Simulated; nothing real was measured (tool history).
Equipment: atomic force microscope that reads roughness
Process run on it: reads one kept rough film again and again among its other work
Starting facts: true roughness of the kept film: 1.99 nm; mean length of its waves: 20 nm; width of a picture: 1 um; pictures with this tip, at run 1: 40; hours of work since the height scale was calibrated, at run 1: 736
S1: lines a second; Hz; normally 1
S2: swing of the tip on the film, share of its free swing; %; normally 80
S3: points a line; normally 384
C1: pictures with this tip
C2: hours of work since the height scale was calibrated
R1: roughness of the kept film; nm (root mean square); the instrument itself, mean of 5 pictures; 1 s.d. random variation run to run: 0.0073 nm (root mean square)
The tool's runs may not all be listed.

run	hour	S1	S2	S3	C1	C2	R1
1	0	1	80	384	40	736	1.374
2	17.7	1	80	384	76	749	1.26
3	41.3	1	80	654	124	766	1.142
# hour 44.7: new tip fitted
4	60.5	1	80	654	32	780	1.4
5	76.2	1	80	654	64	791	1.315
6	93.6	1	80	884	99	804	1.193
# hour 109.6: new tip fitted
7	111.7	1	80	884	4	817	1.492
8	125.7	1.03	80	884	33	827	1.395
9	136.2	1.03	80	884	54	834	1.325
10	154.2	1.03	80	884	91	847	1.241
# hour 175.5: new tip fitted
11	176.5	1.03	80	884	2	863	1.518
12	193.5	1	80	384	36	876	1.382
13	216.8	1	80	384	83	892	1.246
14	233.9	1	79	384	118	905	1.157
# hour 240.7: new tip fitted
15	254.1	1	79	384	27	919	1.392
16	267.7	1	79	384	55	929	1.305
17	293.4	1	79	384	107	947	1.173
# hour 306.7: new tip fitted
18	318.9	1	79	384	24	966	1.405
19	339.1	1	80	384	65	980	1.282
20	357.8	1	80	583	103	994	1.188
# hour 372.4: new tip fitted
21	378.6	1	80	583	12	1008	1.433
22	400.3	1	87	384	56	1024	1.25
23	414.5	1	87	384	85	1034	1.182
24	433.1	1	87	384	123	1048	1.104
# hour 437.9: new tip fitted
25	448.7	1	87	384	22	1059	1.373
26	471.9	1	87	384	69	1076	1.246
27	487	1	80	378	100	1087	1.198
28	499.6	0.54	89	384	125	1096	1.136
# hour 502.5: new tip fitted
29	512.3	1.23	55	780	20	1105	1.514
30	523.9	1	84	384	44	1113	1.307
31	548.9	1.08	75	326	94	1131	1.206
32	561.3	1.08	75	587	119	1140	1.151
# hour 567.5: new tip fitted
33	586	2.68	80	885	37	1158	1.229
34	596.6	1	79	384	59	1165	1.276
35	608.7	1	89	530	83	1174	1.172
# hour 632.5: new tip fitted
36	632.5	2.13	56	384	0	1191	1.539
37	655.4	1	80	355	46	1208	1.345
38	678.5	0.52	80	384	93	1224	1.255
39	693.9	2.9	75	668	124	1235	1.064
# hour 698: new tip fitted
40	716.7	3.17	65	262	38	1252	1.306
41	730.4	1.39	65	262	66	1261	1.292
42	755.2	1.39	65	262	116	1279	1.159
# hour 762.9: new tip fitted
43	776.6	1.39	88	262	28	1295	1.276
44	796.7	0.7	84	262	68	1309	1.251
45	816.3	0.7	73	350	108	1323	1.194
# hour 828.9: new tip fitted
46	834.9	0.57	76	361	13	1336	1.493
47	849.3	2.83	70	384	42	1347	1.298
48	873.8	1.52	73	672	92	1365	1.202
# hour 893.2: new tip fitted
49	895.2	1.78	74	477	4	1380	1.452
50	907.6	2.36	80	384	29	1389	1.281
51	931	2.36	80	384	76	1406	1.148

Describe how what the log doesn't record of the tool's condition differs between the last listed run preceding each entry between runs and the first listed run following it.
Logged between run 3 and run 4: new tip fitted (hour 44.7)
  radius of the tip, nm: 30.1 -> 15.4; height scale over the true one, %: -1.03 -> -1.05
  measured result minus the result with no hidden state, R1: -0.396 -> -0.14 nm (root mean square)
Logged between run 6 and run 7: new tip fitted (hour 109.6)
  radius of the tip, nm: 27 -> 11.7; height scale over the true one, %: -1.08 -> -1.1
  measured result minus the result with no hidden state, R1: -0.351 -> -0.06 nm (root mean square)
Logged between run 10 and run 11: new tip fitted (hour 175.5)
  radius of the tip, nm: 24.7 -> 10.4; height scale over the true one, %: -1.14 -> -1.16
  measured result minus the result with no hidden state, R1: -0.316 -> -0.029 nm (root mean square)
Logged between run 14 and run 15: new tip fitted (hour 240.7)
  radius of the tip, nm: 28.5 -> 15.5; height scale over the true one, %: -1.21 -> -1.23
  measured result minus the result with no hidden state, R1: -0.371 -> -0.143 nm (root mean square)
Logged between run 17 and run 18: new tip fitted (hour 306.7)
  radius of the tip, nm: 27.9 -> 14.6; height scale over the true one, %: -1.27 -> -1.29
  measured result minus the result with no hidden state, R1: -0.363 -> -0.126 nm (root mean square)
Logged between run 20 and run 21: new tip fitted (hour 372.4)
  radius of the tip, nm: 26.5 -> 13.3; height scale over the true one, %: -1.33 -> -1.35
  measured result minus the result with no hidden state, R1: -0.342 -> -0.099 nm (root mean square)
Logged between run 24 and run 25: new tip fitted (hour 437.9)
  radius of the tip, nm: 30.2 -> 13.6; height scale over the true one, %: -1.39 -> -1.41
  measured result minus the result with no hidden state, R1: -0.386 -> -0.101 nm (root mean square)
Logged between run 28 and run 29: new tip fitted (hour 502.5)
  radius of the tip, nm: 30 -> 13.9; height scale over the true one, %: -1.46 -> -1.47
  measured result minus the result with no hidden state, R1: -0.396 -> -0.122 nm (root mean square)
Logged between run 32 and run 33: new tip fitted (hour 567.5)
  radius of the tip, nm: 30.1 -> 16.8; height scale over the true one, %: -1.52 -> -1.54
  measured result minus the result with no hidden state, R1: -0.403 -> -0.16 nm (root mean square)
Logged between run 35 and run 36: new tip fitted (hour 632.5)
  radius of the tip, nm: 24.6 -> 10.4; height scale over the true one, %: -1.56 -> -1.58
  measured result minus the result with no hidden state, R1: -0.303 -> -0.034 nm (root mean square)
Logged between run 39 and run 40: new tip fitted (hour 698)
  radius of the tip, nm: 29 -> 16.2; height scale over the true one, %: -1.64 -> -1.66
  measured result minus the result with no hidden state, R1: -0.357 -> -0.156 nm (root mean square)
Logged between run 42 and run 43: new tip fitted (hour 762.9)
  radius of the tip, nm: 28.2 -> 15.2; height scale over the true one, %: -1.69 -> -1.71
  measured result minus the result with no hidden state, R1: -0.374 -> -0.133 nm (root mean square)
Logged between run 45 and run 46: new tip fitted (hour 828.9)
  radius of the tip, nm: 27.9 -> 12.2; height scale over the true one, %: -1.75 -> -1.77
  measured result minus the result with no hidden state, R1: -0.378 -> -0.083 nm (root mean square)
Logged between run 48 and run 49: new tip fitted (hour 893.2)
  radius of the tip, nm: 25.3 -> 10.9; height scale over the true one, %: -1.8 -> -1.82
  measured result minus the result with no hidden state, R1: -0.331 -> -0.049 nm (root mean square)
